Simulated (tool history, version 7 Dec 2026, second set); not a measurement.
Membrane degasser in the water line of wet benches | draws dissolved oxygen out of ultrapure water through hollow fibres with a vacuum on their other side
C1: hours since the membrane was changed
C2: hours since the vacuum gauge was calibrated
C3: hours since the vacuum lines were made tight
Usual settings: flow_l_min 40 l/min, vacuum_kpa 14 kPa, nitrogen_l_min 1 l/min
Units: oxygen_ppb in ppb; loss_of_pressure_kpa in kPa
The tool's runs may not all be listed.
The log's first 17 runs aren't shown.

run 18 hour=1331.7 | flow_l_min=27 vacuum_kpa=14 nitrogen_l_min=1.22 | C1=1490 C2=386 C3=5120 | oxygen_ppb=505.6 loss_of_pressure_kpa=25.83
-- hour=1401.3 vacuum gauge calibrated, once more
run 19 hour=1401.5 | flow_l_min=46 vacuum_kpa=28.4 nitrogen_l_min=1.22 | C1=1559 C2=0 C3=5189 | oxygen_ppb=1618.7 loss_of_pressure_kpa=44.09
run 20 hour=1515.4 | flow_l_min=61 vacuum_kpa=26.1 nitrogen_l_min=1 | C1=1673 C2=114 C3=5303 | oxygen_ppb=2052.8 loss_of_pressure_kpa=58.38
run 21 hour=1565 | flow_l_min=41 vacuum_kpa=9.5 nitrogen_l_min=1.77 | C1=1722 C2=164 C3=5353 | oxygen_ppb=313.1 loss_of_pressure_kpa=39.49
run 22 hour=1632.6 | flow_l_min=44 vacuum_kpa=26.6 nitrogen_l_min=2.28 | C1=1790 C2=231 C3=5421 | oxygen_ppb=918.2 loss_of_pressure_kpa=42.18
run 23 hour=1738.7 | flow_l_min=29 vacuum_kpa=9.4 nitrogen_l_min=0.91 | C1=1896 C2=337 C3=5527 | oxygen_ppb=397.5 loss_of_pressure_kpa=27.66
run 24 hour=1826 | flow_l_min=28 vacuum_kpa=17.5 nitrogen_l_min=0.91 | C1=1983 C2=425 C3=5614 | oxygen_ppb=846.4 loss_of_pressure_kpa=26.9
run 25 hour=1874.3 | flow_l_min=28 vacuum_kpa=17.5 nitrogen_l_min=0.91 | C1=2032 C2=473 C3=5662 | oxygen_ppb=848.9 loss_of_pressure_kpa=26.98
run 26 hour=1974 | flow_l_min=28 vacuum_kpa=17.5 nitrogen_l_min=0.91 | C1=2131 C2=573 C3=5762 | oxygen_ppb=849.3 loss_of_pressure_kpa=26.85
run 27 hour=2042.7 | flow_l_min=28 vacuum_kpa=17.5 nitrogen_l_min=0.91 | C1=2200 C2=641 C3=5831 | oxygen_ppb=849 loss_of_pressure_kpa=27.05
run 28 hour=2116.7 | flow_l_min=40 vacuum_kpa=14 nitrogen_l_min=2.61 | C1=2274 C2=715 C3=5905 | oxygen_ppb=369.8 loss_of_pressure_kpa=38.2
run 29 hour=2178 | flow_l_min=40 vacuum_kpa=14 nitrogen_l_min=2.61 | C1=2335 C2=777 C3=5966 | oxygen_ppb=368.8 loss_of_pressure_kpa=37.99
run 30 hour=2249.7 | flow_l_min=40 vacuum_kpa=14 nitrogen_l_min=2.61 | C1=2407 C2=848 C3=6038 | oxygen_ppb=367.9 loss_of_pressure_kpa=38.36
run 31 hour=2342 | flow_l_min=51 vacuum_kpa=14 nitrogen_l_min=2.61 | C1=2499 C2=941 C3=6130 | oxygen_ppb=461.2 loss_of_pressure_kpa=48.97
run 32 hour=2442.5 | flow_l_min=60 vacuum_kpa=17.7 nitrogen_l_min=2.77 | C1=2600 C2=1041 C3=6230 | oxygen_ppb=664.4 loss_of_pressure_kpa=57.31

Forecast each of these 4 alternatives for the next run:
run A hour=2539.9 | flow_l_min=60 vacuum_kpa=28.1 nitrogen_l_min=2.77 | C1=2697 C2=1139 C3=6328 | oxygen_ppb=? loss_of_pressure_kpa=?
run B hour=2539.9 | flow_l_min=56 vacuum_kpa=28.3 nitrogen_l_min=2.77 | C1=2697 C2=1139 C3=6328 | oxygen_ppb=? loss_of_pressure_kpa=?
run C hour=2539.9 | flow_l_min=54 vacuum_kpa=11.1 nitrogen_l_min=0.42 | C1=2697 C2=1139 C3=6328 | oxygen_ppb=? loss_of_pressure_kpa=?
run D hour=2539.9 | flow_l_min=30 vacuum_kpa=14 nitrogen_l_min=1.22 | C1=2697 C2=1139 C3=6328 | oxygen_ppb=? loss_of_pressure_kpa=?

run=A oxygen_ppb=1076.2 loss_of_pressure_kpa=57.66
run=B oxygen_ppb=1023.2 loss_of_pressure_kpa=54.01
run=C oxygen_ppb=1280.8 loss_of_pressure_kpa=51.85
run=D oxygen_ppb=548.2 loss_of_pressure_kpa=28.82
Without the tool's hidden state the same runs would have given:
run=A oxygen_ppb=1071.8 loss_of_pressure_kpa=57.3
run=B oxygen_ppb=1018.7 loss_of_pressure_kpa=53.68
run=C oxygen_ppb=1289.3 loss_of_pressure_kpa=51.53
run=D oxygen_ppb=544.9 loss_of_pressure_kpa=28.64
